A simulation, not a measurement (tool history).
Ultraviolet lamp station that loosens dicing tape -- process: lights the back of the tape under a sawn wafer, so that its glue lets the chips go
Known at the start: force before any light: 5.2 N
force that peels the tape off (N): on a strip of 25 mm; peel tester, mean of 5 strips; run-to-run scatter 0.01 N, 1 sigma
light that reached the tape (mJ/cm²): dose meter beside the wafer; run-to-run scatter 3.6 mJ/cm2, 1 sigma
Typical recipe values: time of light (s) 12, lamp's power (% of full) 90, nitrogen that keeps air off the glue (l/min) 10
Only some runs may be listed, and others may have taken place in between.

run	hour	time of light (s)	lamp's power (% of full)	nitrogen that keeps air off the glue (l/min)	force that peels the tape off (N)	light that reached the tape (mJ/cm²)
1	0	12	90	10	0.486	555
2	13	12	65	10	0.836	399
3	24	12	90	10	0.52	557
4	33.5	12	90	4	0.906	556
5	42.3	12	90	10	0.506	555
6	50.8	12	90	10	0.509	553
7	58.6	12	90	10	0.514	558
8	69.7	12	90	10	0.533	551
9	80.3	12	90	10	0.522	551
10	90.9	12	90	10	0.519	545
11	101.4	12	90	10	0.513	553
12	112.4	12	90	4	0.915	537
13	120.5	16	90	4	0.601	715
14	128.5	22	90	10	0.269	1003
15	138	22	90	10	0.256	995
16	148.6	22	90	10	0.276	983
17	154.9	10	66	10	1.118	333
18	167.5	21	80	20	0.256	840
19	178.7	21	80	20	0.257	839
20	191.6	21	80	20	0.252	824
21	202	21	76	12	0.3	795
22	210.4	12	62	17	0.741	362

5 options for the next run, each taken on its own from the tool as it stands now. Forecast them:
A	220.1	12	65	17	?	?
B	220.1	12	77	6	?	?
C	220.1	17	90	10	?	?
D	220.1	12	64	17	?	?
E	220.1	15	90	5	?	?

run	force that peels the tape off (N)	light that reached the tape (mJ/cm²)
A	0.688	382
B	0.918	450
C	0.319	756
D	0.708	384
E	0.585	668
Had the tool no hidden state, the same runs would have come out as:
run	force that peels the tape off (N)	light that reached the tape (mJ/cm²)
A	0.557	437
B	0.749	515
C	0.278	864
D	0.574	438
E	0.475	764
